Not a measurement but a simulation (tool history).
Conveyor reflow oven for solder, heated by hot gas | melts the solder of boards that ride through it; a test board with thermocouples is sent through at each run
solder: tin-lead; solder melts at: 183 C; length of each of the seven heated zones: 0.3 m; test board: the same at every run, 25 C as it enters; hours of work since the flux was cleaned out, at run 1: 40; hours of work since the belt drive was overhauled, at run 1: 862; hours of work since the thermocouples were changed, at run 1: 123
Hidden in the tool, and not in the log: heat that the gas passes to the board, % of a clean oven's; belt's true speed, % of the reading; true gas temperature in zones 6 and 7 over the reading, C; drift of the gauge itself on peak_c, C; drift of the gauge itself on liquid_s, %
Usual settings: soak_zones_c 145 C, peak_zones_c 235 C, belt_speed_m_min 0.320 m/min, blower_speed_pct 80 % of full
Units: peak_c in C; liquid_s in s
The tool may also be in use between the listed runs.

run	hour	soak_zones_c	peak_zones_c	belt_speed_m_min	blower_speed_pct	hours of work since the flux was cleaned out	hours of work since the belt drive was overhauled	hours of work since the thermocouples were changed	peak_c	liquid_s
1	0.0	145	235	0.320	80	40	862	123	225.0	98.6
2	29.1	145	242	0.320	80	54	876	138	232.0	103.5
3	84.0	145	242	0.320	80	81	903	165	231.6	103.9
4	122.1	145	242	0.320	80	100	922	184	230.8	103.7
5	158.8	145	242	0.320	59	118	940	202	227.7	100.2
6	186.4	145	242	0.323	59	132	954	215	227.6	99.0
7	237.7	145	242	0.323	59	157	979	241	227.5	98.8
8	264.6	145	235	0.320	80	170	992	254	224.2	98.2
9	313.5	156	235	0.320	80	195	1017	278	224.9	104.9
10	367.4	145	226	0.320	80	221	1043	305	215.6	89.3
# hour 394.9: flux residue cleaned out of gas plates and filters
11	403.1	145	226	0.320	80	4	1058	320	216.5	91.4
12	453.5	145	226	0.320	58	29	1083	345	213.2	85.9
13	499.8	156	235	0.320	80	52	1106	368	226.2	105.9
14	530.2	145	235	0.320	80	67	1121	383	225.1	98.5
15	554.7	145	235	0.320	80	79	1133	395	224.0	98.5
16	595.3	145	232	0.358	80	99	1153	415	218.5	82.1
17	645.3	143	235	0.288	55	124	1178	440	222.7	106.3
18	684.4	143	229	0.288	55	143	1197	459	217.4	100.7
19	712.4	143	229	0.288	55	157	1211	473	216.5	100.5
20	736.3	143	234	0.319	55	169	1223	485	218.8	90.6
21	791.8	143	234	0.308	83	196	1251	512	223.4	100.8
22	823.5	143	234	0.269	83	212	1266	528	225.9	118.5
# hour 870.2: flux residue cleaned out of gas plates and filters
23	881.3	143	234	0.269	83	5	1292	554	227.5	120.5
24	938.2	155	235	0.297	80	34	1320	582	226.5	114.0
25	992.0	155	235	0.297	80	60	1347	609	226.6	114.3
26	1031.3	150	235	0.354	80	80	1366	628	222.3	88.8
27	1082.4	131	227	0.281	87	105	1392	653	218.3	100.8
28	1128.8	131	227	0.281	87	128	1415	676	218.3	100.4
29	1152.0	131	227	0.281	87	139	1426	688	218.0	100.3

5 ways to go on from here, each from the tool as it stands after run 29. What would each give?
# hour 1170.9: belt drive overhauled, speed set with a stopwatch
A	1180.0	145	235	0.315	80	151	5	700	?	?
# hour 1170.9: belt drive overhauled, speed set with a stopwatch
B	1180.0	131	227	0.281	88	151	5	700	?	?
# hour 1170.9: belt drive overhauled, speed set with a stopwatch
C	1180.0	145	249	0.365	80	151	5	700	?	?
# hour 1170.9: belt drive overhauled, speed set with a stopwatch
D	1180.0	131	227	0.281	65	151	5	700	?	?
# hour 1170.9: belt drive overhauled, speed set with a stopwatch
E	1180.0	131	227	0.281	80	151	5	700	?	?

run	peak_c	liquid_s
A	222.9	97.7
B	217.2	97.1
C	232.2	89.2
D	215.3	92.4
E	216.3	96.3
Without the tool's hidden state the same runs would have given:
run	peak_c	liquid_s
A	225.8	100.2
B	220.0	100.6
C	235.4	91.1
D	218.1	96.2
E	219.1	99.9

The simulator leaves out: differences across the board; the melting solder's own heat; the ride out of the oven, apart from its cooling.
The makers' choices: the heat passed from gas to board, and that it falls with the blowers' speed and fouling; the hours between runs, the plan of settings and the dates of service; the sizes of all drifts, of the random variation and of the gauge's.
